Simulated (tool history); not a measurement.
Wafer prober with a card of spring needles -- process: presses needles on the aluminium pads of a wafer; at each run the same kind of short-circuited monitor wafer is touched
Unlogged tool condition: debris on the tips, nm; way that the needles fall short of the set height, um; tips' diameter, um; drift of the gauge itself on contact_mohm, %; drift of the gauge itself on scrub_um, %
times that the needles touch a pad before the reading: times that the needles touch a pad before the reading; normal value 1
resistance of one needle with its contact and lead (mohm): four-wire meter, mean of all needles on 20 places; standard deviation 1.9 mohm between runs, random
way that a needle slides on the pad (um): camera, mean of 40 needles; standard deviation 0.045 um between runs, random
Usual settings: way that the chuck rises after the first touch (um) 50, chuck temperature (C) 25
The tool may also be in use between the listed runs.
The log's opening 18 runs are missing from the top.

| run | hour | way that the chuck rises after the first touch (um) | chuck temperature (C) | times that the needles touch a pad before the reading | touches since the tips were cleaned | cleanings since the card got new needles | touches since the first contact's height was set | resistance of one needle with its contact and lead (mohm) | way that a needle slides on the pad (um) |
|---|---|---|---|---|---|---|---|---|---|
| 19 | 147.6 | 70 | 25 | 1 | 4057 | 19 | 110483 | 193 | 14.92 |
|  | 152.2 | tips cleaned on abrasive film |
| 20 | 152.5 | 47 | 25 | 2 | 71 | 20 | 111663 | 195 | 10.04 |
| 21 | 157.4 | 61 | 35 | 3 | 1273 | 20 | 112865 | 196 | 13.09 |
| 22 | 165.3 | 70 | 25 | 3 | 3216 | 20 | 114808 | 191 | 14.89 |
| 23 | 171.5 | 69 | 28 | 2 | 4728 | 20 | 116320 | 195 | 14.72 |
|  | 174.2 | tips cleaned on abrasive film |
| 24 | 179.8 | 58 | 28 | 2 | 1370 | 21 | 118323 | 193 | 12.37 |
| 25 | 190.5 | 39 | 28 | 3 | 4006 | 21 | 120959 | 202 | 8.38 |
|  | 195.5 | tips cleaned on abrasive film |
| 26 | 199.4 | 65 | 111 | 1 | 945 | 22 | 123092 | 211 | 13.82 |
| 27 | 210.8 | 43 | 25 | 1 | 3759 | 22 | 125906 | 201 | 9.19 |
|  | 217.1 | tips cleaned on abrasive film |
| 28 | 221.5 | 31 | 107 | 1 | 1075 | 23 | 128485 | 226 | 6.51 |
| 29 | 230.1 | 31 | 107 | 1 | 3174 | 23 | 130584 | 232 | 6.58 |
| 30 | 234.8 | 50 | 54 | 1 | 4348 | 23 | 131758 | 205 | 10.59 |

For run 31, what comes out?
|  | 238.7 | tips cleaned on abrasive film |
| 31 | 241 | 36 | 43 | 1 | 571 | 24 | 133237 | ? | ? |

For run 31 the tool returned resistance of one needle with its contact and lead (mohm) 209, way that a needle slides on the pad (um) 7.68.
With no hidden state in the tool, this same run would have given resistance of one needle with its contact and lead (mohm) 208, way that a needle slides on the pad (um) 7.87.
